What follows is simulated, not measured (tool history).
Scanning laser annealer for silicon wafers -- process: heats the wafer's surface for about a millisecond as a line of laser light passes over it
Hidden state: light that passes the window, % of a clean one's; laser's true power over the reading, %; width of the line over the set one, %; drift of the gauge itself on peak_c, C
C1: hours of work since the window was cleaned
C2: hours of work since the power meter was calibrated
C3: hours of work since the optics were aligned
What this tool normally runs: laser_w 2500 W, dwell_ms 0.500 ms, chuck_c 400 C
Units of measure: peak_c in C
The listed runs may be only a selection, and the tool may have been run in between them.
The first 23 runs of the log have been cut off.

run 24 hour=948.7 | laser_w=2658 dwell_ms=0.382 chuck_c=429 | C1=50 C2=196 C3=41 | peak_c=1149
run 25 hour=986.0 | laser_w=2401 dwell_ms=0.382 chuck_c=429 | C1=78 C2=223 C3=68 | peak_c=1057
run 26 hour=1015.3 | laser_w=2401 dwell_ms=0.382 chuck_c=429 | C1=99 C2=245 C3=90 | peak_c=1052
run 27 hour=1043.3 | laser_w=2401 dwell_ms=0.382 chuck_c=429 | C1=120 C2=265 C3=110 | peak_c=1049
run 28 hour=1088.4 | laser_w=2401 dwell_ms=0.431 chuck_c=377 | C1=153 C2=298 C3=143 | peak_c=1039
run 29 hour=1117.5 | laser_w=2708 dwell_ms=0.500 chuck_c=400 | C1=174 C2=320 C3=165 | peak_c=1237
run 30 hour=1162.7 | laser_w=2500 dwell_ms=0.544 chuck_c=427 | C1=208 C2=353 C3=198 | peak_c=1213
run 31 hour=1207.5 | laser_w=2498 dwell_ms=0.500 chuck_c=367 | C1=241 C2=386 C3=231 | peak_c=1113
run 32 hour=1241.3 | laser_w=2498 dwell_ms=0.500 chuck_c=367 | C1=265 C2=411 C3=256 | peak_c=1112
run 33 hour=1280.2 | laser_w=2344 dwell_ms=0.378 chuck_c=366 | C1=294 C2=440 C3=284 | peak_c=949
-- hour=1320.8 window over the wafer cleaned
run 34 hour=1320.8 | laser_w=2344 dwell_ms=0.368 chuck_c=396 | C1=0 C2=468 C3=313 | peak_c=984
run 35 hour=1350.7 | laser_w=2344 dwell_ms=0.368 chuck_c=396 | C1=22 C2=490 C3=335 | peak_c=986
run 36 hour=1382.4 | laser_w=2344 dwell_ms=0.368 chuck_c=396 | C1=45 C2=513 C3=358 | peak_c=986
run 37 hour=1410.9 | laser_w=2147 dwell_ms=0.594 chuck_c=406 | C1=66 C2=534 C3=379 | peak_c=1079
run 38 hour=1442.9 | laser_w=2440 dwell_ms=0.504 chuck_c=406 | C1=90 C2=558 C3=403 | peak_c=1136
run 39 hour=1499.4 | laser_w=2613 dwell_ms=0.584 chuck_c=418 | C1=131 C2=599 C3=444 | peak_c=1278
run 40 hour=1535.7 | laser_w=2713 dwell_ms=0.584 chuck_c=418 | C1=158 C2=626 C3=471 | peak_c=1323
run 41 hour=1572.9 | laser_w=2713 dwell_ms=0.584 chuck_c=418 | C1=185 C2=653 C3=498 | peak_c=1315

3 ways to go on from here, each from the tool as it stands after run 41. What would each give?
run A hour=1601.6 | laser_w=2713 dwell_ms=0.584 chuck_c=427 | C1=206 C2=674 C3=519 | peak_c=?
run B hour=1601.6 | laser_w=2191 dwell_ms=0.584 chuck_c=414 | C1=206 C2=674 C3=519 | peak_c=?
run C hour=1601.6 | laser_w=2509 dwell_ms=0.500 chuck_c=400 | C1=206 C2=674 C3=519 | peak_c=?

run=A peak_c=1321
run=B peak_c=1085
run=C peak_c=1139
Stripped of hidden state, with their random variation kept, the same runs would have yielded:
run=A peak_c=1365
run=B peak_c=1118
run=C peak_c=1176
